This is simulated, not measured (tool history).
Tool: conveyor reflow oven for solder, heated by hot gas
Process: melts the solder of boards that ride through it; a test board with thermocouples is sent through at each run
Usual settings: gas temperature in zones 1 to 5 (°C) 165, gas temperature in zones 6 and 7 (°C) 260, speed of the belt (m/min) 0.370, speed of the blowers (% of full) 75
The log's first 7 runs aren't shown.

run	hour	gas temperature in zones 1 to 5 (°C)	gas temperature in zones 6 and 7 (°C)	speed of the belt (m/min)	speed of the blowers (% of full)	highest temperature of the board (°C)	time above the solder's melting point (s)
8	63.4	165	260	0.370	70	249.4	69.1
9	71.3	165	260	0.370	70	249.1	68.4
10	82.7	165	260	0.370	75	250.1	69.6
11	88.5	165	260	0.370	75	250.3	69.4
12	95.6	151	260	0.370	75	247.6	63.6
13	104.5	155	260	0.370	75	249.0	64.3
14	114.9	165	260	0.370	75	250.3	69.6
15	125.4	165	260	0.370	75	250.2	69.6
16	137.1	166	260	0.370	75	249.7	70.0
17	147.4	165	260	0.370	62	248.6	67.2
18	155.3	165	260	0.370	58	247.9	65.8
# hour 160.1: belt drive overhauled, speed set with a stopwatch
19	169.3	165	260	0.370	82	250.5	70.8
20	177.3	165	260	0.370	82	250.5	70.9
# hour 189.3: belt drive overhauled, speed set with a stopwatch, once more
21	190.6	169	260	0.417	75	247.1	58.9
22	196.8	169	260	0.417	75	246.8	59.5
23	207.4	165	249	0.370	65	238.1	55.9
24	219.1	155	260	0.339	75	250.2	73.6
25	224.4	165	260	0.395	75	247.8	61.6
26	231.1	165	260	0.380	90	250.2	68.0
27	239.3	169	260	0.368	68	249.5	70.6
28	251.5	169	260	0.368	68	249.0	70.6
29	257.3	167	257	0.439	80	242.4	50.0
30	267.2	167	257	0.439	80	242.6	51.1

5 ways to go on from here, each from the tool as it stands after run 30. What would each give?
A	274.4	166	260	0.370	75	?	?
B	274.4	167	258	0.439	80	?	?
C	274.4	167	260	0.439	53	?	?
D	274.4	167	269	0.439	70	?	?
E	274.4	165	271	0.370	75	?	?

run	highest temperature of the board (°C)	time above the solder's melting point (s)
A	249.8	68.5
B	243.7	52.0
C	241.1	47.0
D	252.1	58.0
E	259.9	77.4
Without the tool's hidden state the same runs would have given:
run	highest temperature of the board (°C)	time above the solder's melting point (s)
A	250.6	70.4
B	245.1	54.5
C	242.4	49.3
D	253.6	59.9
E	261.0	78.8

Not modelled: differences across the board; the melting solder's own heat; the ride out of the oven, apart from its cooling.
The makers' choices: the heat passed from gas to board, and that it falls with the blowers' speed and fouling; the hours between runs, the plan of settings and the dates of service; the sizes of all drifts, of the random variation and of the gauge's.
